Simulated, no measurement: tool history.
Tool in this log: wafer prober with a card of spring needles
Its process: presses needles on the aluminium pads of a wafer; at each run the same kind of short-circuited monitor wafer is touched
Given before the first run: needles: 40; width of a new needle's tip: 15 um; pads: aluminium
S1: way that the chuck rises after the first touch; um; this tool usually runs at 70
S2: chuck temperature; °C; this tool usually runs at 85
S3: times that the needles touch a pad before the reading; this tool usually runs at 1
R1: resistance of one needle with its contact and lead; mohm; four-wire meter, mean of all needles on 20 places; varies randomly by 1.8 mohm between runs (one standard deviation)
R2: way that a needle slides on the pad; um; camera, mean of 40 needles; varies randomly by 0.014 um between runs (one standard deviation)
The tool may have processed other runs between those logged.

| run | hour | S1 | S2 | S3 | R1 | R2 |
|---|---|---|---|---|---|---|
| 1 | 0 | 70 | 85 | 1 | 263 | 15 |
|  | 4.7 | tips cleaned on abrasive film |
|  | 12.7 | tips cleaned on abrasive film |
| 2 | 13.8 | 70 | 85 | 1 | 228 | 14.96 |
|  | 19.8 | tips cleaned on abrasive film |
|  | 26.4 | height of the first contact set anew |
| 3 | 27 | 70 | 85 | 1 | 293 | 15.15 |
|  | 28 | tips cleaned on abrasive film |
|  | 35.1 | tips cleaned on abrasive film |
| 4 | 40.9 | 70 | 85 | 1 | 292 | 15.16 |
|  | 42.8 | tips cleaned on abrasive film |
| 5 | 48.7 | 70 | 85 | 1 | 292 | 15.11 |
|  | 49.8 | tips cleaned on abrasive film |
| 6 | 55.3 | 70 | 85 | 1 | 282 | 15.1 |
|  | 57.1 | tips cleaned on abrasive film |
|  | 64.2 | tips cleaned on abrasive film |
| 7 | 68.5 | 70 | 85 | 1 | 275 | 15.1 |
|  | 71.5 | tips cleaned on abrasive film |
| 8 | 77.5 | 70 | 85 | 1 | 297 | 15.08 |
|  | 79.6 | tips cleaned on abrasive film |
|  | 87 | tips cleaned on abrasive film |
| 9 | 91.1 | 70 | 85 | 1 | 272 | 15.05 |
|  | 94.7 | tips cleaned on abrasive film |
|  | 101.8 | tips cleaned on abrasive film |
| 10 | 105 | 70 | 85 | 2 | 233 | 15 |
|  | 108.9 | tips cleaned on abrasive film |
|  | 116.3 | tips cleaned on abrasive film |
| 11 | 118.4 | 70 | 85 | 2 | 226 | 14.99 |
|  | 124.4 | tips cleaned on abrasive film |
| 12 | 128.9 | 70 | 85 | 2 | 245 | 14.94 |
|  | 132.3 | tips cleaned on abrasive film |
|  | 134.9 | height of the first contact set anew |
| 13 | 138.5 | 70 | 85 | 2 | 249 | 15.21 |
|  | 139.6 | tips cleaned on abrasive film |
|  | 147.1 | tips cleaned on abrasive film |
| 14 | 150.5 | 66 | 56 | 1 | 263 | 14.28 |
|  | 155.1 | tips cleaned on abrasive film |
|  | 163.3 | tips cleaned on abrasive film |
| 15 | 163.3 | 66 | 56 | 1 | 198 | 14.26 |
|  | 170.4 | tips cleaned on abrasive film |
| 16 | 170.4 | 80 | 50 | 2 | 182 | 17.28 |
|  | 177.6 | tips cleaned on abrasive film |
| 17 | 180 | 80 | 50 | 2 | 208 | 17.26 |
|  | 185 | tips cleaned on abrasive film |
|  | 192.3 | tips cleaned on abrasive film |
| 18 | 192.3 | 70 | 85 | 1 | 198 | 15.06 |
|  | 200.3 | tips cleaned on abrasive film |
| 19 | 204.2 | 53 | 31 | 1 | 338 | 11.37 |
|  | 207.8 | tips cleaned on abrasive film |
| 20 | 214 | 86 | 85 | 1 | 259 | 18.49 |
|  | 215 | tips cleaned on abrasive film |
| 21 | 221.7 | 86 | 85 | 1 | 261 | 18.47 |
|  | 222.4 | tips cleaned on abrasive film |
|  | 229.8 | tips cleaned on abrasive film |
| 22 | 230.3 | 60 | 53 | 2 | 206 | 12.78 |
|  | 237.8 | tips cleaned on abrasive film |
| 23 | 239.9 | 76 | 62 | 3 | 202 | 16.24 |
|  | 242.8 | height of the first contact set anew |
|  | 245.7 | tips cleaned on abrasive film |
| 24 | 247.3 | 62 | 85 | 1 | 261 | 13.43 |
|  | 253.5 | tips cleaned on abrasive film |
| 25 | 259.2 | 70 | 111 | 1 | 296 | 15.13 |
|  | 260.8 | tips cleaned on abrasive film |
|  | 268.6 | tips cleaned on abrasive film |
| 26 | 273 | 88 | 85 | 2 | 222 | 19 |

Each row is a separate what-if for the run after 26, all from the same tool condition, not one after another. Results?
|  | 275.7 | tips cleaned on abrasive film |
| A | 281.8 | 90 | 85 | 2 | ? | ? |
|  | 275.7 | tips cleaned on abrasive film |
| B | 281.8 | 70 | 85 | 2 | ? | ? |
|  | 275.7 | tips cleaned on abrasive film |
| C | 281.8 | 74 | 38 | 1 | ? | ? |
|  | 275.7 | tips cleaned on abrasive film |
| D | 281.8 | 70 | 43 | 1 | ? | ? |
|  | 275.7 | tips cleaned on abrasive film |
| E | 281.8 | 79 | 52 | 2 | ? | ? |

| run | R1 | R2 |
|---|---|---|
| A | 225 | 19.43 |
| B | 257 | 15.07 |
| C | 279 | 15.96 |
| D | 292 | 15.12 |
| E | 238 | 17.06 |
Without the tool's unlogged condition, the same runs would have read:
| run | R1 | R2 |
|---|---|---|
| A | 181 | 19.51 |
| B | 189 | 15.14 |
| C | 173 | 16.04 |
| D | 175 | 15.19 |
| E | 180 | 17.13 |
